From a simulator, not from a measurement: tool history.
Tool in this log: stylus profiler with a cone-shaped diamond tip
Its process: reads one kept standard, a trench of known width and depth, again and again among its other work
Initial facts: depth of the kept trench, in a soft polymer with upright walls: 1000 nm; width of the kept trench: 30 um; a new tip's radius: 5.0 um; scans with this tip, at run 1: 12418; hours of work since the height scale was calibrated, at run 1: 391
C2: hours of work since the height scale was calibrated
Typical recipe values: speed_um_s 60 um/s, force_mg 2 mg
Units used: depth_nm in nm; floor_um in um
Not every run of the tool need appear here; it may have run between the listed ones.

Run 1, hour 0: usual settings; scans with this tip 12418; C2 391. Result: depth_nm 1005.73 nm, floor_um 18.8 um.
Run 2, hour 28.2: usual settings; scans with this tip 12565; C2 413. Result: depth_nm 1005.94 nm, floor_um 18.75 um.
Run 3, hour 54.8: usual settings; scans with this tip 12704; C2 434. Result: depth_nm 1005.79 nm, floor_um 18.74 um.
Run 4, hour 92.3: usual settings but speed_um_s 17 um/s; scans with this tip 12900; C2 464. Result: depth_nm 1005.8 nm, floor_um 18.98 um.
Run 5, hour 126.1: usual settings but speed_um_s 17 um/s; scans with this tip 13076; C2 491. Result: depth_nm 1005.65 nm, floor_um 18.9 um.
Run 6, hour 151.2: usual settings but speed_um_s 17 um/s; scans with this tip 13207; C2 511. Result: depth_nm 1005.77 nm, floor_um 18.9 um.
Run 7, hour 209.1: usual settings but speed_um_s 17 um/s; scans with this tip 13509; C2 557. Result: depth_nm 1005.4 nm, floor_um 18.72 um.
Run 8, hour 234.9: usual settings but speed_um_s 17 um/s; scans with this tip 13644; C2 578. Result: depth_nm 1005.37 nm, floor_um 18.72 um.
Run 9, hour 268: usual settings but speed_um_s 17 um/s; scans with this tip 13817; C2 604. Result: depth_nm 1004.92 nm, floor_um 18.69 um.
Run 10, hour 297.6: usual settings but force_mg 1.18 mg; scans with this tip 13972; C2 627. Result: depth_nm 1002.63 nm, floor_um 18.22 um.
Run 11, hour 345.4: usual settings but force_mg 5.36 mg; scans with this tip 14221; C2 665. Result: depth_nm 1011.54 nm, floor_um 18.44 um.
Run 12, hour 385.4: usual settings; scans with this tip 14430; C2 697. Result: depth_nm 1004.73 nm, floor_um 18.16 um.
Run 13, hour 429.5: usual settings; scans with this tip 14660; C2 732. Result: depth_nm 1004.45 nm, floor_um 18.15 um.
At hour 450.8: new tip fitted, height scale calibrated.
Run 14, hour 456.4: usual settings but speed_um_s 30 um/s; scans with this tip 30; C2 4. Result: depth_nm 1007.65 nm, floor_um 23.75 um.
Run 15, hour 503.2: usual settings but speed_um_s 30 um/s, force_mg 1.63 mg; scans with this tip 274; C2 42. Result: depth_nm 1006.96 nm, floor_um 23.64 um.
Run 16, hour 529.9: usual settings but force_mg 1.17 mg; scans with this tip 413; C2 63. Result: depth_nm 1005.05 nm, floor_um 23.22 um.
Run 17, hour 556.4: usual settings but force_mg 1.2 mg; scans with this tip 551; C2 84. Result: depth_nm 1005.3 nm, floor_um 23.17 um.
Run 18, hour 606.1: usual settings but speed_um_s 85 um/s; scans with this tip 811; C2 123. Result: depth_nm 1007.44 nm, floor_um 22.98 um.
Run 19, hour 666.4: usual settings but speed_um_s 108 um/s, force_mg 1.5 mg; scans with this tip 1126; C2 171. Result: depth_nm 1005.92 nm, floor_um 22.51 um.
Run 20, hour 725.5: usual settings but speed_um_s 39 um/s, force_mg 1.82 mg; scans with this tip 1435; C2 218. Result: depth_nm 1006.02 nm, floor_um 22.97 um.
Run 21, hour 773.6: usual settings but speed_um_s 25 um/s, force_mg 0.8 mg; scans with this tip 1685; C2 256. Result: depth_nm 1003.3 nm, floor_um 22.88 um.
Run 22, hour 798.5: usual settings but speed_um_s 71 um/s, force_mg 2.48 mg; scans with this tip 1816; C2 276. Result: depth_nm 1007.65 nm, floor_um 22.63 um.
Run 23, hour 834: usual settings but speed_um_s 16 um/s, force_mg 1.38 mg; scans with this tip 2001; C2 305. Result: depth_nm 1004.85 nm, floor_um 22.88 um.
Run 24, hour 871.6: usual settings but speed_um_s 31 um/s, force_mg 2.74 mg; scans with this tip 2198; C2 334. Result: depth_nm 1007.77 nm, floor_um 22.71 um.
Run 25, hour 910.3: usual settings but speed_um_s 31 um/s, force_mg 2.74 mg; scans with this tip 2400; C2 365. Result: depth_nm 1008.06 nm, floor_um 22.65 um.
Run 26, hour 955.7: usual settings but speed_um_s 54 um/s, force_mg 3.02 mg; scans with this tip 2637; C2 401. Result: depth_nm 1008.57 nm, floor_um 22.4 um.
Run 27, hour 988.7: usual settings but speed_um_s 22 um/s, force_mg 3.02 mg; scans with this tip 2809; C2 427. Result: depth_nm 1008.32 nm, floor_um 22.53 um.
Run 28, hour 1016.7: usual settings but speed_um_s 22 um/s, force_mg 3.02 mg; scans with this tip 2955; C2 450. Result: depth_nm 1008.26 nm, floor_um 22.49 um.
Run 29, hour 1075.4: usual settings but speed_um_s 113 um/s, force_mg 3.34 mg; scans with this tip 3262; C2 496. Result: depth_nm 1008.79 nm, floor_um 21.81 um.
Run 30, hour 1106.9: usual settings but speed_um_s 78 um/s, force_mg 1.26 mg; scans with this tip 3426; C2 521. Result: depth_nm 1003.52 nm, floor_um 21.67 um.
Run 31, hour 1143.8: usual settings but speed_um_s 44 um/s, force_mg 1.76 mg; scans with this tip 3619; C2 551. Result: depth_nm 1004.75 nm, floor_um 21.97 um.
Run 32, hour 1198.7: usual settings but speed_um_s 166 um/s, force_mg 1.56 mg; scans with this tip 3905; C2 594. Result: depth_nm 1003.89 nm, floor_um 20.84 um.

Here are 5 independent what-if runs from the current tool condition. What would each one return?
Run A, hour 1249: usual settings but speed_um_s 140 um/s, force_mg 5.72 mg; scans with this tip 4168; C2 634. Result: depth_nm ?, floor_um ?.
Run B, hour 1249: usual settings but speed_um_s 88 um/s, force_mg 1.5 mg; scans with this tip 4168; C2 634. Result: depth_nm ?, floor_um ?.
Run C, hour 1249: usual settings but speed_um_s 23 um/s, force_mg 4.83 mg; scans with this tip 4168; C2 634. Result: depth_nm ?, floor_um ?.
Run D, hour 1249: usual settings but speed_um_s 206 um/s, force_mg 3.11 mg; scans with this tip 4168; C2 634. Result: depth_nm ?, floor_um ?.
Run E, hour 1249: usual settings but speed_um_s 25 um/s, force_mg 4.21 mg; scans with this tip 4168; C2 634. Result: depth_nm ?, floor_um ?.

run  depth_nm  floor_um
  A   1012.75     21.46
  B   1003.82     21.29
  C   1011.07     21.98
  D   1007.48     20.86
  E   1009.93     21.93
Without the tool's hidden state the same runs would have given:
run  depth_nm  floor_um
  A   1015.27     23.38
  B   1006.31     23.22
  C   1013.58     23.91
  D   1009.98     22.79
  E   1012.44     23.86

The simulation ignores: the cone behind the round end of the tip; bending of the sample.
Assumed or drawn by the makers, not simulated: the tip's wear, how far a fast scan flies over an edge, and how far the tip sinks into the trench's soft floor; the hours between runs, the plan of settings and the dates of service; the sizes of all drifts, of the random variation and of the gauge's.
